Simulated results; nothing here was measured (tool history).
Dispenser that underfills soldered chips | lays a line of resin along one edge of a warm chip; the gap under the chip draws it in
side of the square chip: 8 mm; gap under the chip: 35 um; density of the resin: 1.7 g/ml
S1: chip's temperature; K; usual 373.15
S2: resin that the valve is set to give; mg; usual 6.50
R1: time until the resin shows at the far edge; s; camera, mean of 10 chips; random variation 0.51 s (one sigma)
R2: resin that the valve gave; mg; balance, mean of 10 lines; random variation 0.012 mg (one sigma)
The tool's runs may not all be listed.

{"run": 1, "day": 0.0, "S1": 373.15, "S2": 6.5, "R1": 44.9, "R2": 6.52}
{"run": 2, "day": 0.512, "S1": 370.15, "S2": 6.5, "R1": 69.3, "R2": 6.49}
{"day": 0.708, "done": "new syringe of resin"}
{"run": 3, "day": 0.892, "S1": 370.15, "S2": 6.5, "R1": 53.8, "R2": 6.48}
{"day": 1.458, "done": "new syringe of resin"}
{"run": 4, "day": 1.458, "S1": 373.15, "S2": 7.64, "R1": 42.8, "R2": 7.57}
{"run": 5, "day": 1.854, "S1": 373.15, "S2": 6.5, "R1": 57.1, "R2": 6.42}
{"day": 2.225, "done": "new syringe of resin"}
{"run": 6, "day": 2.333, "S1": 373.15, "S2": 6.5, "R1": 47.8, "R2": 6.41}
{"day": 2.825, "done": "dispensing valve cleaned and set on the balance"}
{"run": 7, "day": 2.896, "S1": 379.15, "S2": 6.5, "R1": 56.8, "R2": 6.48}
{"day": 3.033, "done": "new syringe of resin"}
{"run": 8, "day": 3.346, "S1": 379.15, "S2": 6.5, "R1": 46.7, "R2": 6.47}
{"run": 9, "day": 3.642, "S1": 379.15, "S2": 6.5, "R1": 57.7, "R2": 6.48}
{"day": 3.783, "done": "new syringe of resin"}
{"run": 10, "day": 3.9, "S1": 379.15, "S2": 6.5, "R1": 38.8, "R2": 6.44}
{"run": 11, "day": 4.179, "S1": 379.15, "S2": 6.5, "R1": 47.9, "R2": 6.44}
{"day": 4.558, "done": "new syringe of resin"}
{"run": 12, "day": 4.696, "S1": 379.15, "S2": 6.5, "R1": 41.2, "R2": 6.43}
{"run": 13, "day": 4.921, "S1": 373.15, "S2": 6.5, "R1": 58.1, "R2": 6.41}
{"day": 5.304, "done": "new syringe of resin"}
{"run": 14, "day": 5.404, "S1": 369.15, "S2": 6.5, "R1": 53.0, "R2": 6.39}
{"day": 5.721, "done": "dispensing valve cleaned and set on the balance"}
{"run": 15, "day": 5.867, "S1": 378.15, "S2": 6.5, "R1": 53.6, "R2": 6.5}
{"day": 6.117, "done": "new syringe of resin"}
{"run": 16, "day": 6.317, "S1": 373.15, "S2": 7.16, "R1": 51.2, "R2": 7.1}
{"run": 17, "day": 6.721, "S1": 366.15, "S2": 7.16, "R1": 84.3, "R2": 7.12}
{"day": 6.871, "done": "new syringe of resin"}
{"run": 18, "day": 7.217, "S1": 366.15, "S2": 7.16, "R1": 70.6, "R2": 7.07}
{"run": 19, "day": 7.454, "S1": 366.15, "S2": 7.16, "R1": 83.8, "R2": 7.08}
{"day": 7.625, "done": "new syringe of resin"}
{"run": 20, "day": 7.858, "S1": 366.15, "S2": 7.16, "R1": 65.4, "R2": 7.05}
{"run": 21, "day": 8.092, "S1": 384.15, "S2": 8.08, "R1": 44.2, "R2": 7.95}
{"day": 8.417, "done": "new syringe of resin"}
{"day": 8.617, "done": "dispensing valve cleaned and set on the balance"}
{"run": 22, "day": 8.7, "S1": 384.15, "S2": 6.5, "R1": 38.3, "R2": 6.51}
{"run": 23, "day": 9.058, "S1": 384.15, "S2": 6.5, "R1": 49.2, "R2": 6.5}
{"day": 9.238, "done": "new syringe of resin"}
{"run": 24, "day": 9.304, "S1": 382.15, "S2": 5.8, "R1": 36.2, "R2": 5.8}
{"run": 25, "day": 9.608, "S1": 385.15, "S2": 6.05, "R1": 40.9, "R2": 6.01}
{"run": 26, "day": 9.917, "S1": 360.15, "S2": 7.58, "R1": 108.1, "R2": 7.52}
{"day": 10.012, "done": "new syringe of resin"}
{"run": 27, "day": 10.288, "S1": 360.15, "S2": 7.58, "R1": 83.7, "R2": 7.5}
{"run": 28, "day": 10.642, "S1": 365.15, "S2": 8.06, "R1": 89.7, "R2": 7.95}
{"day": 10.775, "done": "new syringe of resin"}
{"run": 29, "day": 10.942, "S1": 370.15, "S2": 7.95, "R1": 55.2, "R2": 7.83}
{"run": 30, "day": 11.371, "S1": 370.15, "S2": 7.95, "R1": 74.8, "R2": 7.83}
{"day": 11.492, "done": "dispensing valve cleaned and set on the balance"}
{"day": 11.567, "done": "new syringe of resin"}
{"run": 31, "day": 11.738, "S1": 370.15, "S2": 5.97, "R1": 57.6, "R2": 5.96}
{"run": 32, "day": 12.004, "S1": 370.15, "S2": 5.97, "R1": 68.4, "R2": 5.93}
{"day": 12.325, "done": "new syringe of resin"}
{"run": 33, "day": 12.517, "S1": 370.15, "S2": 5.97, "R1": 56.5, "R2": 5.92}
{"run": 34, "day": 13.021, "S1": 386.15, "S2": 5.58, "R1": 50.8, "R2": 5.51}
{"day": 13.1, "done": "new syringe of resin"}
{"run": 35, "day": 13.542, "S1": 381.15, "S2": 6.39, "R1": 46.9, "R2": 6.29}

3 ways to go on from here, each from the tool as it stands after run 35. What would each give?
{"day": 13.892, "done": "new syringe of resin"}
{"run": "A", "day": 13.979, "S1": 374.15, "S2": 6.4, "R1": "?", "R2": "?"}
{"day": 13.892, "done": "new syringe of resin"}
{"run": "B", "day": 13.979, "S1": 388.15, "S2": 6.5, "R1": "?", "R2": "?"}
{"day": 13.892, "done": "new syringe of resin"}
{"run": "C", "day": 13.979, "S1": 373.15, "S2": 8.12, "R1": "?", "R2": "?"}

run=A R1=48.1 R2=6.30
run=B R1=30.7 R2=6.37
run=C R1=48.3 R2=7.97
Without the tool's hidden state the same runs would have given:
run=A R1=41.0 R2=6.42
run=B R1=26.3 R2=6.49
run=C R1=41.2 R2=8.12
